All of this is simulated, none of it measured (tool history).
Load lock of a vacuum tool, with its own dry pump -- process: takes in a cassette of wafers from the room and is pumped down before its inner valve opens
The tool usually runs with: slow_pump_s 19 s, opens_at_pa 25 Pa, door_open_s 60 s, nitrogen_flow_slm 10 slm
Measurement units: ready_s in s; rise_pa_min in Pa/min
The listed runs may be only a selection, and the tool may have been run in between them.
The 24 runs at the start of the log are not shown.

| run | day | slow_pump_s | opens_at_pa | door_open_s | nitrogen_flow_slm | hours that the pump has run since its overhaul | times that the door has closed on its seal | incoming humidity of the room's air, % | ready_s | rise_pa_min |
|---|---|---|---|---|---|---|---|---|---|---|
| 25 | 79.125 | 14 | 38 | 52 | 39 | 3940 | 9632 | 47.1 | 20.9 | 0.077 |
| 26 | 81.579 | 22 | 38 | 52 | 39 | 3999 | 9856 | 47.0 | 28.1 | 0.075 |
| 27 | 84.929 | 22 | 38 | 52 | 39 | 4079 | 10161 | 45.8 | 28.0 | 0.079 |
| 28 | 89.092 | 19 | 27 | 60 | 13 | 4179 | 10541 | 46.4 | 25.7 | 0.096 |
| 29 | 92.917 | 19 | 45 | 60 | 26 | 4271 | 10890 | 45.5 | 25.4 | 0.092 |
| 30 | 94.858 | 16 | 22 | 76 | 19 | 4317 | 11066 | 43.9 | 23.6 | 0.099 |
| 31 | 99.242 | 18 | 49 | 47 | 43 | 4422 | 11466 | 46.5 | 24.2 | 0.074 |
| 32 | 101.742 | 18 | 49 | 47 | 43 | 4482 | 11694 | 45.8 | 24.6 | 0.083 |
| 33 | 104.025 | 21 | 25 | 60 | 10 | 4537 | 11902 | 43.8 | 27.8 | 0.105 |
| 34 | 107.496 | 21 | 25 | 60 | 10 | 4621 | 12219 | 42.7 | 27.7 | 0.101 |
| 35 | 111.112 | 19 | 25 | 145 | 6 | 4707 | 12549 | 42.0 | 26.1 | 0.139 |
| 36 | 115.504 | 19 | 25 | 145 | 6 | 4813 | 12949 | 43.0 | 26.0 | 0.149 |
| 37 | 119.838 | 20 | 40 | 239 | 32 | 4917 | 13344 | 45.5 | 26.2 | 0.130 |

4 ways to go on from here, each from the tool as it stands after run 37. What would each give?
| A | 122.462 | 19 | 37 | 164 | 12 | 4980 | 13583 | 45.7 | ? | ? |
| B | 122.462 | 10 | 19 | 95 | 10 | 4980 | 13583 | 43.6 | ? | ? |
| C | 122.462 | 22 | 46 | 60 | 10 | 4980 | 13583 | 44.4 | ? | ? |
| D | 122.462 | 19 | 25 | 159 | 36 | 4980 | 13583 | 41.7 | ? | ? |

| run | ready_s | rise_pa_min |
|---|---|---|
| A | 25.7 | 0.144 |
| B | 18.4 | 0.125 |
| C | 27.8 | 0.113 |
| D | 26.0 | 0.105 |
Had the tool no hidden state, the same runs would have come out as:
| run | ready_s | rise_pa_min |
|---|---|---|
| A | 25.5 | 0.102 |
| B | 18.1 | 0.082 |
| C | 27.5 | 0.070 |
| D | 25.7 | 0.063 |
